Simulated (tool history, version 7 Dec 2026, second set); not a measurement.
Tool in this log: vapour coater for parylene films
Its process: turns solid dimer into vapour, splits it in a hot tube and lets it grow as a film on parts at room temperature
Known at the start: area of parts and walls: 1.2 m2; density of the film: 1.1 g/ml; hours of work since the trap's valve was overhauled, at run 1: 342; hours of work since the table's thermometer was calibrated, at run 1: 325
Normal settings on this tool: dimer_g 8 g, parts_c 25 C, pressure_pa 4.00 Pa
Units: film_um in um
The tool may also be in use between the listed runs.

run,hour,dimer_g,parts_c,pressure_pa,hours of work since the trap's valve was overhauled,hours of work since the table's thermometer was calibrated,film_um
1,0.0,8,25,4.00,342,325,3.84
2,7.8,10,25,4.00,348,332,4.74
3,15.3,8,25,4.00,354,337,3.77
4,30.4,8,25,4.00,366,349,3.82
5,40.0,8,25,4.00,373,357,3.80
6,48.7,8,25,4.00,380,364,3.79
7,60.1,8,25,4.00,389,373,3.80
8,71.8,8,25,6.97,399,382,3.47
9,80.2,8,25,4.00,405,389,3.78
10,88.8,13,25,4.00,412,396,6.14
11,99.6,13,25,4.00,421,404,6.19
12,105.8,8,25,4.00,426,409,3.85
13,120.1,8,25,4.00,437,421,3.83
14,133.3,8,25,4.00,447,431,3.76
15,148.7,7,27,4.00,460,443,3.18
16,161.3,7,27,4.00,470,453,3.18
17,168.6,8,36,4.04,475,459,3.11
18,180.8,10,18,3.14,485,469,5.61
19,188.8,10,18,3.14,492,475,5.61
20,195.7,8,23,4.44,497,480,3.84
21,205.2,8,23,4.44,504,488,3.82
22,217.5,8,23,4.44,514,498,3.82
# hour 222.8: trap's valve overhauled
23,228.0,8,23,4.44,4,503,3.98
24,241.6,8,25,4.00,15,514,3.98
25,252.7,4,25,4.00,24,523,2.00
26,267.0,10,19,5.15,35,534,5.26
27,282.3,10,19,5.15,47,546,5.28
28,295.8,10,19,5.15,58,557,5.30

The same runs without the tool's hidden state, with the same run-to-run variation:
Hidden conditions of the tool in this case: vapour lost through the trap's worn valve, %; true temperature of the parts over the reading, C; drift of the gauge itself on film_um, %.
run,film_um
1,3.97
2,4.91
3,3.91
4,3.96
5,3.94
6,3.94
7,3.95
8,3.61
9,3.93
10,6.39
11,6.46
12,4.01
13,4.00
14,3.93
15,3.33
16,3.33
17,3.26
18,5.89
19,5.89
20,4.03
21,4.02
22,4.02
23,3.98
24,3.99
25,2.00
26,5.28
27,5.30
28,5.33
